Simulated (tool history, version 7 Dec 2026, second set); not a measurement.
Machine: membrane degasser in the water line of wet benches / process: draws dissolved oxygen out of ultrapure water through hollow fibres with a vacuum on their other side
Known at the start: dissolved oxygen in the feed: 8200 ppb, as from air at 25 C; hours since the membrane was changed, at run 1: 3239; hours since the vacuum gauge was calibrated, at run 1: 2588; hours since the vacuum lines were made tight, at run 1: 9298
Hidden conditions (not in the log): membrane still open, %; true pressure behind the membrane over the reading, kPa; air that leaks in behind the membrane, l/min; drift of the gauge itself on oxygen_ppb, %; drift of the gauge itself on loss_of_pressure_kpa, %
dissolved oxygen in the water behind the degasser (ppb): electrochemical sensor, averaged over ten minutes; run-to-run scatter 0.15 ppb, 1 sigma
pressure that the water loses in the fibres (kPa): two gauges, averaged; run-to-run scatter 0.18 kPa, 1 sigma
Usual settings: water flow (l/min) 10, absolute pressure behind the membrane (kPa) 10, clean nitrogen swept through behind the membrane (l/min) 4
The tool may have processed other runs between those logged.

run,day,water flow (l/min),absolute pressure behind the membrane (kPa),clean nitrogen swept through behind the membrane (l/min),hours since the membrane was changed,hours since the vacuum gauge was calibrated,hours since the vacuum lines were made tight,dissolved oxygen in the water behind the degasser (ppb),pressure that the water loses in the fibres (kPa)
1,0,10,10,4,3239,2588,9298,46.2,52.3
2,4.912,10,10.6,4,3357,2706,9416,50,51.99
3,15.288,10,10.6,4,3606,2955,9665,50.2,52.25
4,26.096,10,10,4,3865,3214,9924,46.5,51.89
5,34.862,10,10,4,4076,3425,10135,46.3,51.91
# day 42.6: seals of the vacuum lines changed
6,42.6,10,9.3,4,4260,3609,0,40.7,52.21
7,49.862,10,9.3,1.9,4434,3783,174,80.9,52.31
8,56.862,10,9.3,1.9,4602,3951,342,80.8,52.6
# day 58.329: vacuum gauge calibrated
9,65.733,10,10,2.22,4814,178,555,77.7,52.41
10,73.433,10,6.2,6.53,4999,362,739,14.1,52.54
11,80.183,9,24.1,9.47,5161,525,902,52,47.36

Forecast run 12:
12,87.162,7,10,4,5329,692,1069,?,?

dissolved oxygen in the water behind the degasser (ppb): 30.8
pressure that the water loses in the fibres (kPa): 36.7
Take away the tool's hidden state, keep the run-to-run variation as it was, and the same run would have given dissolved oxygen in the water behind the degasser (ppb) 30.3, pressure that the water loses in the fibres (kPa) 35.8.
